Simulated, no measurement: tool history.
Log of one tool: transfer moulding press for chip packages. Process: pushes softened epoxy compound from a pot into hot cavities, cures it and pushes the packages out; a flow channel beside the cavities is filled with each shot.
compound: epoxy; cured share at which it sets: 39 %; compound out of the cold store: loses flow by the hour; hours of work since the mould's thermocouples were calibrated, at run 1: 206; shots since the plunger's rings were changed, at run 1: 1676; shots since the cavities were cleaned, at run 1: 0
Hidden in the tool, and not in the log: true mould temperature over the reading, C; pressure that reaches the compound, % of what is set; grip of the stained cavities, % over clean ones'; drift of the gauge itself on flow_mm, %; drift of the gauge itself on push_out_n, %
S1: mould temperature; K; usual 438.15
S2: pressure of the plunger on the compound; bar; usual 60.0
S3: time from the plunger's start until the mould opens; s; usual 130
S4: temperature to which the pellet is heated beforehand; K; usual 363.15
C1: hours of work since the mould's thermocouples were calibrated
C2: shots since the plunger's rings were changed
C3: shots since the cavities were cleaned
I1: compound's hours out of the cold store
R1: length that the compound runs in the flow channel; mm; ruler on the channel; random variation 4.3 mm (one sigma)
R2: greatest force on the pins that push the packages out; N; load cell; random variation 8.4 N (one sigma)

run     day      S1    S2   S3      S4   C1    C2   C3    I1   R1   R2
  1   0.000  438.15  60.0  130  363.15  206  1676    0  20.5  734  380
  2   1.050  438.15  60.0  130  363.15  217  1853  177  34.5  688  453
      3.408  -- cavities cleaned with cleaning compound and waxed
  3   3.467  438.15  60.0  130  363.15  243  2250   10  35.1  682  390
  4   5.408  438.15  60.0  130  363.15  264  2577  337  46.8  648  452
  5   6.533  441.15  60.0  130  363.15  277  2766  526  18.4  720  484
      6.725  -- cavities cleaned with cleaning compound and waxed
  6   8.771  441.15  60.0  130  363.15  301  3133  345  37.3  667  463
     10.021  -- cavities cleaned with cleaning compound and waxed
  7  10.562  441.15  60.0  130  363.15  320  3424   91  39.8  648  386
  8  11.542  438.15  60.0  130  363.15  330  3589  256  27.8  698  463
     13.429  -- cavities cleaned with cleaning compound and waxed
  9  13.554  438.15  60.0  130  363.15  352  3918   21  10.7  755  387
 10  15.471  438.15  61.6  130  363.15  373  4241  344  11.4  760  465
     16.783  -- cavities cleaned with cleaning compound and waxed
 11  16.996  438.15  60.0  130  363.15  389  4487   36  30.9  679  410
 12  18.846  434.15  60.0  130  363.15  409  4798  347  36.9  680  532
     20.146  -- cavities cleaned with cleaning compound and waxed
 13  20.892  438.15  60.0  130  363.15  431  5133  126  29.5  679  430
     21.950  -- plunger's sealing rings changed
 14  22.579  438.15  60.0  130  363.15  448   106  393  43.5  672  475
     23.654  -- cavities cleaned with cleaning compound and waxed
 15  24.096  438.15  60.0  130  363.15  464   351   75  22.4  742  409
 16  26.046  433.15  60.0  138  363.15  485   679  403  31.0  727  521
     27.033  -- cavities cleaned with cleaning compound and waxed
 17  27.800  433.15  60.0  138  363.15  504   964  129  37.0  710  450
 18  30.196  433.15  60.0  138  363.15  530  1368  533  27.1  737  539

The next listed run, before its measurement:
     30.471  -- cavities cleaned with cleaning compound and waxed
 19  31.933  438.15  57.1  128  369.15  549  1651  247  12.8   ?   ?

Run 19 gave R1 732 mm, R2 465 N.
Without the tool's hidden state the same run would have given R1 738 mm, R2 382 N.

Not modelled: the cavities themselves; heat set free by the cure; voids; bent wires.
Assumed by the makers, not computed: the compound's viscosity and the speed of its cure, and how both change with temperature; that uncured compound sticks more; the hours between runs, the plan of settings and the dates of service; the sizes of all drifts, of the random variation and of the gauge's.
